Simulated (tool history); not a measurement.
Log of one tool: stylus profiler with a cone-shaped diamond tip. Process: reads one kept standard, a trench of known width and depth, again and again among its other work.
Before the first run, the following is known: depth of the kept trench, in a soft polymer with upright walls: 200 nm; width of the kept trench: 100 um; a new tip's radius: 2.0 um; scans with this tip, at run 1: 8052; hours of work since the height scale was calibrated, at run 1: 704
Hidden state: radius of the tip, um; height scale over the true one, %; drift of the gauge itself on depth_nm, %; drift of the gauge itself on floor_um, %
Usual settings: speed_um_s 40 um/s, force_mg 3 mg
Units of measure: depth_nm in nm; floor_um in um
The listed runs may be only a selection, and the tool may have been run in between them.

run	hour	speed_um_s	force_mg	scans with this tip	hours of work since the height scale was calibrated	depth_nm	floor_um
1	0	40	3	8052	704	201.11	98.03
2	72.2	40	3	8310	755	200.9	98
3	134.2	40	3	8532	799	200.85	97.99
4	187.7	40	3	8723	836	200.89	97.99
# hour 207.1: height scale calibrated on a step standard
5	227.7	40	3	8865	14	200.46	98.02
6	289.2	40	3	9085	58	200.33	97.98
7	329.6	40	3	9229	86	200.26	97.98
8	388.6	40	3	9441	127	200.26	97.95
9	445.9	40	1.17	9646	168	199.31	97.92
10	488.5	40	1.17	9798	198	199.53	97.95
11	521.4	110	3	9916	221	200.16	97.83
12	586.7	110	3	10150	267	200.15	97.82
# hour 600: height scale calibrated on a step standard, once more
13	650.4	22	3	10376	35	201.77	98.02
14	723.1	22	3	10636	86	201.4	98.02
15	783.3	40	3.16	10851	129	201.7	98.02
16	851.5	13	3.02	11096	177	201.56	97.98
17	886	13	3.02	11219	201	201.5	98.03
18	917.8	13	3.02	11333	223	201.49	98.01
19	963.2	36	3	11495	255	201.39	98.01
20	1037.2	36	3	11760	307	201.46	97.96
21	1091.5	36	3	11954	345	201.39	97.96
22	1136.9	36	3	12117	377	201.52	97.93
23	1213	61	6.2	12389	431	202.44	97.92
24	1269.8	131	3.95	12593	470	201.69	97.77
25	1320.6	131	3.95	12774	506	201.66	97.79
26	1371.7	131	3.95	12957	542	201.81	97.75
27	1427.5	30	5.09	13157	581	201.87	97.95
28	1497.8	78	5.74	13409	631	202.11	97.86
29	1530.2	20	1.89	13525	653	200.62	97.98
30	1584.3	20	1.89	13718	691	200.79	97.89

Hidden state or all else? Some run-to-run changes of depth_nm, split into what the settings, what came in and random variation would give without the hidden state, and what is left for the hidden state (with any gauge scatter that isn't in both results):
Run 2 -> 3: settings left as they were, no log entry in between. depth_nm -0.05 nm: hidden state -0.05, all else +0.
Run 4 -> 5: height scale calibrated on a step standard. depth_nm -0.43 nm: hidden state -0.52, all else +0.09.
Run 8 -> 9: force_mg 3 -> 1.17. depth_nm -0.95 nm: hidden state -0.04, all else -0.91.
Run 12 -> 13: speed_um_s 110 -> 22, height scale calibrated on a step standard, once more. depth_nm +1.62 nm: hidden state +1.57, all else +0.05.
Run 28 -> 29: speed_um_s 78 -> 20, force_mg 5.74 -> 1.89. depth_nm -1.49 nm: hidden state -0.02, all else -1.47.

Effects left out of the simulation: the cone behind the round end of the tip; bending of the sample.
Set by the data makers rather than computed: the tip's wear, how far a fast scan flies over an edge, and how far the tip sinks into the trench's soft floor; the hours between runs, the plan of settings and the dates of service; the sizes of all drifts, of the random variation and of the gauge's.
